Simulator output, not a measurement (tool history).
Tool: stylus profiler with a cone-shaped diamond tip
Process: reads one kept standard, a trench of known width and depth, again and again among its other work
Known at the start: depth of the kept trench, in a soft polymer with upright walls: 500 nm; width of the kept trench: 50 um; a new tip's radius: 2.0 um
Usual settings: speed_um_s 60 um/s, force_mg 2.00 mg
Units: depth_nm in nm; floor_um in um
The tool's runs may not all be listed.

run,day,speed_um_s,force_mg,depth_nm,floor_um
1,0.000,60,2.00,502.89,47.09
2,1.300,60,4.45,504.87,47.21
3,1.925,60,1.07,501.88,47.02
4,2.708,60,0.81,501.61,46.90
5,3.275,60,0.81,501.47,46.92
6,4.508,60,0.81,501.44,46.94
7,5.146,60,0.81,501.55,46.87
8,6.300,60,0.81,501.44,46.93
9,6.996,26,0.81,501.64,47.15
10,8.038,26,0.81,501.42,47.14
11,8.717,26,0.81,501.50,47.16
12,9.267,26,0.81,501.47,47.16
13,10.104,114,2.00,502.85,46.79
14,10.975,191,2.00,502.89,46.51
15,12.038,191,2.04,502.64,46.43
16,12.667,191,2.04,502.84,46.47
17,13.267,191,2.04,502.78,46.48
18,14.404,60,2.00,502.71,47.08
19,15.071,98,2.00,502.96,46.89
20,15.783,60,1.53,502.31,47.01
21,17.075,60,1.52,502.29,47.08
22,17.904,19,4.14,504.55,47.32
23,18.604,100,0.85,501.58,46.57
24,19.738,100,0.85,501.79,46.60
25,20.504,57,0.79,501.28,46.92
26,21.517,186,2.00,502.60,46.47
27,22.400,17,3.03,503.90,47.32
28,23.617,60,3.84,504.32,47.14
29,24.667,60,3.84,504.26,47.16
30,25.871,39,1.00,501.74,47.09
31,26.433,55,5.04,505.11,47.23
32,27.671,28,0.97,501.87,47.18
33,28.825,28,0.97,501.45,47.13
34,29.458,28,0.97,501.63,47.20
35,30.233,94,1.39,502.37,46.82
36,31.262,21,2.00,502.69,47.27
37,31.971,21,2.00,502.55,47.28

Forecast each of these 3 alternatives for the next run:
A,32.762,137,3.79,?,?
B,32.762,209,1.22,?,?
C,32.762,18,0.73,?,?

run,depth_nm,floor_um
A,504.36,46.86
B,502.11,46.08
C,501.23,47.21
Without the tool's hidden state the same runs would have given:
run,depth_nm,floor_um
A,504.37,46.86
B,502.11,46.08
C,501.23,47.21
